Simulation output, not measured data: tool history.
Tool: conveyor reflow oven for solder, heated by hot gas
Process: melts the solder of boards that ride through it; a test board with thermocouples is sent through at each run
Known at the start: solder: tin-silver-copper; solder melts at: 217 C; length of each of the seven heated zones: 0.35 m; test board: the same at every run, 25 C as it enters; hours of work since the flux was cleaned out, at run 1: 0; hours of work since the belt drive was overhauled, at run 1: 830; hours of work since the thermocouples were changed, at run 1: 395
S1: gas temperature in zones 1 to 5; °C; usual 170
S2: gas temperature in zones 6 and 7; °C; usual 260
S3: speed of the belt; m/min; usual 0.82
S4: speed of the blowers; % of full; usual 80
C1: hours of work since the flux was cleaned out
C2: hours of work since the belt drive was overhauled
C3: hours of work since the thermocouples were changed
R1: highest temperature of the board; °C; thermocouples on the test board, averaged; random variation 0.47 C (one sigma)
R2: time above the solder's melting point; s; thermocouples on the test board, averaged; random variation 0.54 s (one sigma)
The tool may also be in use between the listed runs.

run 1 hour=0 | S1=170 S2=260 S3=0.82 S4=80 | C1=0 C2=830 C3=395 | R1=246 R2=34.4
run 2 hour=35.8 | S1=172 S2=260 S3=0.82 S4=80 | C1=17 C2=847 C3=412 | R1=246.8 R2=35.3
run 3 hour=77.8 | S1=168 S2=260 S3=0.82 S4=80 | C1=36 C2=866 C3=432 | R1=245.7 R2=33.3
run 4 hour=107.5 | S1=168 S2=260 S3=0.82 S4=80 | C1=50 C2=880 C3=446 | R1=244.9 R2=33.2
run 5 hour=167.7 | S1=170 S2=259 S3=0.82 S4=80 | C1=78 C2=908 C3=474 | R1=243.8 R2=34.1
-- hour=186.7 belt drive overhauled, speed set with a stopwatch
run 6 hour=234.7 | S1=170 S2=260 S3=0.82 S4=80 | C1=108 C2=22 C3=503 | R1=243.8 R2=33.5
run 7 hour=283.8 | S1=170 S2=260 S3=0.82 S4=80 | C1=131 C2=45 C3=526 | R1=244 R2=33.4
run 8 hour=317 | S1=170 S2=260 S3=0.82 S4=80 | C1=146 C2=61 C3=541 | R1=244.3 R2=33.3
run 9 hour=370 | S1=170 S2=274 S3=0.82 S4=80 | C1=171 C2=86 C3=566 | R1=255.6 R2=39.4
run 10 hour=408.7 | S1=174 S2=260 S3=0.82 S4=80 | C1=189 C2=104 C3=584 | R1=243.1 R2=34.7
run 11 hour=473.5 | S1=170 S2=260 S3=0.797 S4=80 | C1=219 C2=134 C3=615 | R1=244.1 R2=34.1
run 12 hour=527.2 | S1=170 S2=260 S3=0.82 S4=80 | C1=244 C2=159 C3=640 | R1=242.8 R2=33.1
run 13 hour=561.3 | S1=170 S2=260 S3=0.82 S4=60 | C1=260 C2=175 C3=656 | R1=239 R2=28.9
run 14 hour=599.6 | S1=170 S2=255 S3=0.82 S4=80 | C1=278 C2=193 C3=673 | R1=238.1 R2=29.7
-- hour=609.7 flux residue cleaned out of gas plates and filters
run 15 hour=663.2 | S1=170 S2=260 S3=0.82 S4=80 | C1=25 C2=220 C3=701 | R1=240.4 R2=30.6
run 16 hour=713.6 | S1=170 S2=260 S3=0.82 S4=80 | C1=48 C2=244 C3=724 | R1=239.9 R2=29.6
run 17 hour=775.9 | S1=166 S2=248 S3=0.853 S4=80 | C1=78 C2=273 C3=753 | R1=227.4 R2=16.1
run 18 hour=810.1 | S1=166 S2=248 S3=0.853 S4=80 | C1=94 C2=289 C3=769 | R1=227.1 R2=16.9
-- hour=834.6 flux residue cleaned out of gas plates and filters, once more
run 19 hour=856.5 | S1=166 S2=248 S3=0.853 S4=80 | C1=10 C2=308 C3=789 | R1=232.1 R2=22.8
run 20 hour=913.1 | S1=166 S2=248 S3=0.853 S4=80 | C1=37 C2=335 C3=815 | R1=232 R2=21.4
run 21 hour=939.4 | S1=166 S2=248 S3=0.853 S4=57 | C1=49 C2=347 C3=827 | R1=227.7 R2=17.4
run 22 hour=977.7 | S1=170 S2=253 S3=0.842 S4=82 | C1=67 C2=365 C3=845 | R1=236.7 R2=28.3
run 23 hour=1040.9 | S1=170 S2=270 S3=0.732 S4=88 | C1=96 C2=394 C3=875 | R1=255.4 R2=44.7
run 24 hour=1089.3 | S1=157 S2=267 S3=0.921 S4=80 | C1=119 C2=417 C3=897 | R1=243.3 R2=25.2
run 25 hour=1140.1 | S1=157 S2=267 S3=0.771 S4=80 | C1=143 C2=441 C3=921 | R1=248.2 R2=36.4
run 26 hour=1173.7 | S1=157 S2=267 S3=0.771 S4=80 | C1=158 C2=456 C3=937 | R1=248.3 R2=35
run 27 hour=1199.8 | S1=173 S2=273 S3=0.815 S4=56 | C1=171 C2=468 C3=949 | R1=250.3 R2=36.8
run 28 hour=1259.4 | S1=173 S2=273 S3=0.69 S4=74 | C1=198 C2=496 C3=977 | R1=258 R2=49.7
run 29 hour=1288.4 | S1=173 S2=268 S3=0.69 S4=82 | C1=212 C2=510 C3=990 | R1=254.4 R2=47.6
run 30 hour=1325.1 | S1=173 S2=268 S3=0.69 S4=82 | C1=229 C2=527 C3=1008 | R1=254.4 R2=46.1
run 31 hour=1360.8 | S1=176 S2=260 S3=0.724 S4=80 | C1=246 C2=544 C3=1024 | R1=245.4 R2=40.4

4 ways to go on from here, each from the tool as it stands after run 31. What would each give?
run A hour=1424.1 | S1=177 S2=249 S3=0.82 S4=80 | C1=275 C2=573 C3=1054 | R1=? R2=?
run B hour=1424.1 | S1=176 S2=260 S3=0.724 S4=80 | C1=275 C2=573 C3=1054 | R1=? R2=?
run C hour=1424.1 | S1=176 S2=260 S3=0.695 S4=54 | C1=275 C2=573 C3=1054 | R1=? R2=?
run D hour=1424.1 | S1=164 S2=259 S3=0.82 S4=80 | C1=275 C2=573 C3=1054 | R1=? R2=?

run=A R1=232.3 R2=26.3
run=B R1=245.2 R2=41.1
run=C R1=243.3 R2=41.2
run=D R1=240.4 R2=29
Without the tool's hidden state the same runs would have given:
run=A R1=237.5 R2=31.1
run=B R1=250.4 R2=44.3
run=C R1=248.3 R2=44.7
run=D R1=246.2 R2=33.2

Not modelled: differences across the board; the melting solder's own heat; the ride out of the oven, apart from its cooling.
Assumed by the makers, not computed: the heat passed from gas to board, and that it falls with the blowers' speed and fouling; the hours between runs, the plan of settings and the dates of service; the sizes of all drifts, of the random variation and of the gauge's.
